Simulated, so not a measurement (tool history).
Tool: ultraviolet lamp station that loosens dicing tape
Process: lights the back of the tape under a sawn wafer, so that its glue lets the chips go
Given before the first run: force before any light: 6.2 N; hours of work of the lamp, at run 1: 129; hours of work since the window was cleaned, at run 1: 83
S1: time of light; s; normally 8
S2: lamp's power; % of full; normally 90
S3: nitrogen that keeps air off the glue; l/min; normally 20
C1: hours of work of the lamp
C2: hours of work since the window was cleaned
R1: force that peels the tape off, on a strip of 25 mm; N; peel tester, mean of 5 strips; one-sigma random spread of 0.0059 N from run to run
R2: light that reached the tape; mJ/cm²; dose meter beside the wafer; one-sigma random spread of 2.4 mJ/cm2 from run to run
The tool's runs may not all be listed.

run	day	S1	S2	S3	C1	C2	R1	R2
1	0	8	90	20	129	83	0.152	264
2	0.712	8	90	16	139	93	0.179	261
3	1.267	8	90	16	146	100	0.185	262
4	2.288	8	90	16	160	114	0.184	260
5	3.171	8	90	16	172	126	0.194	262
6	3.912	8	90	30	182	137	0.128	265
7	4.95	8	90	30	196	151	0.127	264
8	5.662	7	90	20	206	160	0.218	229
9	6.2	8	90	20	213	168	0.161	265
10	7.362	8	90	20	229	184	0.161	261
11	8.346	8	90	20	243	197	0.155	265
12	9.517	8	90	20	259	213	0.152	262
13	10.675	8	90	37	275	229	0.117	262
14	11.404	8	90	37	285	239	0.114	261
15	12.004	12	75	17	293	247	0.121	329
16	12.946	12	75	17	306	260	0.121	328
17	13.433	13	94	15	312	266	0.101	437
18	14.55	13	94	15	327	282	0.095	450
19	15.296	13	94	15	338	292	0.099	444
20	16.012	7	79	29	347	302	0.212	203
# day 16.496: window cleaned of glue's vapour
21	16.562	7	79	29	355	1	0.2	204
22	17.667	13	92	20	370	16	0.087	435
23	18.25	13	97	14	378	24	0.098	460
24	18.892	13	97	14	386	33	0.102	464
25	19.625	13	97	14	396	43	0.098	459
26	20.15	5	78	16	404	50	0.71	144

Consider 4 possible next runs. They are alternatives, not a sequence: every one starts from the tool as it was left by run 26. What does each give?
A	20.758	8	80	20	412	58	?	?
B	20.758	8	90	38	412	58	?	?
C	20.758	4	78	11	412	58	?	?
D	20.758	16	70	15	412	58	?	?

run	R1	R2
A	0.196	234
B	0.113	261
C	1.312	114
D	0.095	403
Without the tool's unlogged condition, the same runs would have read:
run	R1	R2
A	0.196	234
B	0.113	261
C	1.31	114
D	0.095	403
